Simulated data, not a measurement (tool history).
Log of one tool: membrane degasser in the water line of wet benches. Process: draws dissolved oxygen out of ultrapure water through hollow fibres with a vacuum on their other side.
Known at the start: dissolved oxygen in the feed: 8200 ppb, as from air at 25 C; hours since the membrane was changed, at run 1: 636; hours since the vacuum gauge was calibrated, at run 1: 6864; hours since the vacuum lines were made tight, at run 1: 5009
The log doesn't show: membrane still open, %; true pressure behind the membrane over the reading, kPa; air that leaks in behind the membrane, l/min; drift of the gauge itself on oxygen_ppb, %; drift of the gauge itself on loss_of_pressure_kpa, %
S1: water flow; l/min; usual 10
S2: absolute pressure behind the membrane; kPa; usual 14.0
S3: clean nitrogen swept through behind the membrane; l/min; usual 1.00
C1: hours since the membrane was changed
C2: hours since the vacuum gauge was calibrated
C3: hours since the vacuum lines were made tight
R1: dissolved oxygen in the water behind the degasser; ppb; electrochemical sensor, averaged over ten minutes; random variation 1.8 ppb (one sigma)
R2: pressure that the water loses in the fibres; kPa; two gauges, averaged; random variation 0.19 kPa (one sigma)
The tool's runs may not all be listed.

run 1 hour=0.0 | S1=10 S2=14.0 S3=1.00 | C1=636 C2=6864 C3=5009 | R1=296.6 R2=36.48
run 2 hour=29.7 | S1=10 S2=14.0 S3=1.00 | C1=666 C2=6893 C3=5038 | R1=298.6 R2=36.73
run 3 hour=52.6 | S1=10 S2=14.0 S3=1.00 | C1=688 C2=6916 C3=5061 | R1=300.2 R2=36.52
run 4 hour=90.5 | S1=10 S2=14.0 S3=1.00 | C1=726 C2=6954 C3=5099 | R1=296.0 R2=36.53
run 5 hour=130.6 | S1=10 S2=14.0 S3=1.00 | C1=766 C2=6994 C3=5139 | R1=296.0 R2=36.34
run 6 hour=163.1 | S1=10 S2=14.0 S3=1.00 | C1=799 C2=7027 C3=5172 | R1=300.2 R2=36.65
run 7 hour=211.4 | S1=10 S2=14.0 S3=1.00 | C1=847 C2=7075 C3=5220 | R1=297.7 R2=36.42
run 8 hour=252.2 | S1=10 S2=14.0 S3=1.00 | C1=888 C2=7116 C3=5261 | R1=297.6 R2=36.34
run 9 hour=294.6 | S1=10 S2=14.0 S3=1.00 | C1=930 C2=7158 C3=5303 | R1=293.4 R2=36.31
run 10 hour=326.0 | S1=14 S2=14.0 S3=1.00 | C1=962 C2=7190 C3=5335 | R1=456.5 R2=50.49
run 11 hour=347.3 | S1=14 S2=14.0 S3=1.00 | C1=983 C2=7211 C3=5356 | R1=459.2 R2=50.59
run 12 hour=386.9 | S1=9 S2=14.0 S3=1.00 | C1=1023 C2=7250 C3=5395 | R1=261.1 R2=32.86
run 13 hour=429.6 | S1=10 S2=14.0 S3=1.00 | C1=1066 C2=7293 C3=5438 | R1=296.2 R2=36.28
run 14 hour=459.9 | S1=10 S2=14.0 S3=1.00 | C1=1096 C2=7323 C3=5468 | R1=296.2 R2=36.43
run 15 hour=480.1 | S1=10 S2=12.5 S3=1.00 | C1=1116 C2=7344 C3=5489 | R1=263.9 R2=36.41
run 16 hour=508.0 | S1=10 S2=12.5 S3=1.00 | C1=1144 C2=7372 C3=5516 | R1=264.6 R2=36.15
run 17 hour=554.0 | S1=14 S2=19.0 S3=1.78 | C1=1190 C2=7418 C3=5563 | R1=412.8 R2=50.24
run 18 hour=575.7 | S1=14 S2=19.0 S3=1.78 | C1=1212 C2=7439 C3=5584 | R1=406.1 R2=50.49
run 19 hour=607.1 | S1=6 S2=14.0 S3=2.92 | C1=1243 C2=7471 C3=5616 | R1=63.4 R2=21.89
run 20 hour=644.5 | S1=8 S2=17.1 S3=0.91 | C1=1280 C2=7508 C3=5653 | R1=305.7 R2=28.74
run 21 hour=677.4 | S1=8 S2=17.1 S3=0.91 | C1=1313 C2=7541 C3=5686 | R1=304.1 R2=28.89
run 22 hour=713.5 | S1=15 S2=11.7 S3=0.92 | C1=1349 C2=7577 C3=5722 | R1=450.0 R2=54.42
run 23 hour=763.1 | S1=7 S2=9.2 S3=0.63 | C1=1399 C2=7627 C3=5772 | R1=171.9 R2=24.81
run 24 hour=805.6 | S1=13 S2=12.2 S3=1.36 | C1=1441 C2=7669 C3=5814 | R1=303.0 R2=46.92
run 25 hour=827.8 | S1=13 S2=12.2 S3=1.36 | C1=1464 C2=7691 C3=5836 | R1=308.1 R2=47.02
run 26 hour=850.3 | S1=13 S2=12.2 S3=1.36 | C1=1486 C2=7714 C3=5859 | R1=303.5 R2=46.78
run 27 hour=871.2 | S1=8 S2=14.0 S3=1.59 | C1=1507 C2=7735 C3=5880 | R1=155.4 R2=28.75
run 28 hour=896.9 | S1=8 S2=14.0 S3=1.59 | C1=1533 C2=7761 C3=5905 | R1=155.3 R2=28.86
run 29 hour=924.9 | S1=8 S2=28.7 S3=1.25 | C1=1561 C2=7789 C3=5933 | R1=400.0 R2=28.92
run 30 hour=970.0 | S1=15 S2=14.0 S3=1.00 | C1=1606 C2=7834 C3=5979 | R1=499.1 R2=53.70
run 31 hour=1013.2 | S1=7 S2=14.0 S3=1.51 | C1=1649 C2=7877 C3=6022 | R1=136.6 R2=25.03

Forecast each of these 3 alternatives for the next run:
run A hour=1034.6 | S1=10 S2=18.4 S3=1.35 | C1=1671 C2=7898 C3=6043 | R1=? R2=?
run B hour=1034.6 | S1=7 S2=10.1 S3=1.00 | C1=1671 C2=7898 C3=6043 | R1=? R2=?
run C hour=1034.6 | S1=15 S2=11.5 S3=1.51 | C1=1671 C2=7898 C3=6043 | R1=? R2=?

run=A R1=310.5 R2=36.03
run=B R1=131.1 R2=25.09
run=C R1=335.4 R2=53.66
Without the tool's hidden state the same runs would have given:
run=A R1=310.4 R2=36.76
run=B R1=131.0 R2=25.60
run=C R1=335.3 R2=54.76
